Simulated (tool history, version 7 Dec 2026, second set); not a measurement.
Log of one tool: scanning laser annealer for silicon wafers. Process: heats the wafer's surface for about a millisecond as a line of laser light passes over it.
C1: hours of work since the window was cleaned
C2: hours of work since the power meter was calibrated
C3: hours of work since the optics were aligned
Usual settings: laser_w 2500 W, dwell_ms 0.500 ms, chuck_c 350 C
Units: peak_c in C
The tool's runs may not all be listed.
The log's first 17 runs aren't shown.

{"run": 18, "hour": 189.9, "laser_w": 2500, "dwell_ms": 0.449, "chuck_c": 350, "C1": 8, "C2": 141, "C3": 1237, "peak_c": 1049}
{"run": 19, "hour": 203.0, "laser_w": 2500, "dwell_ms": 0.449, "chuck_c": 350, "C1": 15, "C2": 148, "C3": 1244, "peak_c": 1052}
{"run": 20, "hour": 216.0, "laser_w": 2500, "dwell_ms": 0.5, "chuck_c": 350, "C1": 22, "C2": 155, "C3": 1252, "peak_c": 1096}
{"run": 21, "hour": 229.7, "laser_w": 2464, "dwell_ms": 0.486, "chuck_c": 350, "C1": 30, "C2": 163, "C3": 1259, "peak_c": 1068}
{"run": 22, "hour": 236.7, "laser_w": 2464, "dwell_ms": 0.486, "chuck_c": 350, "C1": 34, "C2": 167, "C3": 1263, "peak_c": 1069}
{"run": 23, "hour": 246.6, "laser_w": 2464, "dwell_ms": 0.486, "chuck_c": 350, "C1": 39, "C2": 172, "C3": 1269, "peak_c": 1068}
{"run": 24, "hour": 255.5, "laser_w": 2500, "dwell_ms": 0.402, "chuck_c": 350, "C1": 44, "C2": 177, "C3": 1274, "peak_c": 1002}
{"run": 25, "hour": 263.3, "laser_w": 2437, "dwell_ms": 0.353, "chuck_c": 350, "C1": 49, "C2": 182, "C3": 1278, "peak_c": 938}
{"run": 26, "hour": 275.4, "laser_w": 2437, "dwell_ms": 0.568, "chuck_c": 365, "C1": 55, "C2": 188, "C3": 1285, "peak_c": 1144}
{"run": 27, "hour": 281.8, "laser_w": 2629, "dwell_ms": 0.568, "chuck_c": 365, "C1": 59, "C2": 192, "C3": 1288, "peak_c": 1210}
{"run": 28, "hour": 297.0, "laser_w": 2139, "dwell_ms": 0.544, "chuck_c": 365, "C1": 67, "C2": 200, "C3": 1297, "peak_c": 1024}
{"run": 29, "hour": 304.7, "laser_w": 2303, "dwell_ms": 0.54, "chuck_c": 350, "C1": 72, "C2": 205, "C3": 1301, "peak_c": 1063}
{"run": 30, "hour": 318.7, "laser_w": 2371, "dwell_ms": 0.534, "chuck_c": 350, "C1": 80, "C2": 212, "C3": 1309, "peak_c": 1072}
{"run": 31, "hour": 330.0, "laser_w": 2371, "dwell_ms": 0.534, "chuck_c": 350, "C1": 86, "C2": 219, "C3": 1315, "peak_c": 1080}
{"run": 32, "hour": 344.3, "laser_w": 2173, "dwell_ms": 0.585, "chuck_c": 334, "C1": 94, "C2": 227, "C3": 1323, "peak_c": 1033}
{"run": 33, "hour": 356.8, "laser_w": 2173, "dwell_ms": 0.414, "chuck_c": 384, "C1": 101, "C2": 234, "C3": 1330, "peak_c": 952}
{"run": 34, "hour": 371.4, "laser_w": 2282, "dwell_ms": 0.363, "chuck_c": 350, "C1": 109, "C2": 242, "C3": 1338, "peak_c": 908}
{"run": 35, "hour": 380.3, "laser_w": 2411, "dwell_ms": 0.5, "chuck_c": 316, "C1": 114, "C2": 247, "C3": 1343, "peak_c": 1026}
{"run": 36, "hour": 388.6, "laser_w": 2600, "dwell_ms": 0.495, "chuck_c": 349, "C1": 119, "C2": 251, "C3": 1348, "peak_c": 1115}
{"run": 37, "hour": 400.8, "laser_w": 2600, "dwell_ms": 0.495, "chuck_c": 349, "C1": 125, "C2": 258, "C3": 1355, "peak_c": 1112}
{"run": 38, "hour": 412.1, "laser_w": 2210, "dwell_ms": 0.486, "chuck_c": 361, "C1": 132, "C2": 265, "C3": 1361, "peak_c": 995}
{"run": 39, "hour": 423.6, "laser_w": 2279, "dwell_ms": 0.579, "chuck_c": 350, "C1": 138, "C2": 271, "C3": 1368, "peak_c": 1080}
{"run": 40, "hour": 430.4, "laser_w": 2267, "dwell_ms": 0.541, "chuck_c": 355, "C1": 142, "C2": 275, "C3": 1371, "peak_c": 1052}

Forecast each of these 3 alternatives for the next run:
{"run": "A", "hour": 444.2, "laser_w": 2136, "dwell_ms": 0.612, "chuck_c": 334, "C1": 150, "C2": 283, "C3": 1379, "peak_c": "?"}
{"run": "B", "hour": 444.2, "laser_w": 2436, "dwell_ms": 0.541, "chuck_c": 389, "C1": 150, "C2": 283, "C3": 1379, "peak_c": "?"}
{"run": "C", "hour": 444.2, "laser_w": 2267, "dwell_ms": 0.578, "chuck_c": 355, "C1": 150, "C2": 283, "C3": 1379, "peak_c": "?"}

run=A peak_c=1034
run=B peak_c=1140
run=C peak_c=1077
Without the tool's hidden state the same runs would have given:
run=A peak_c=1051
run=B peak_c=1158
run=C peak_c=1094
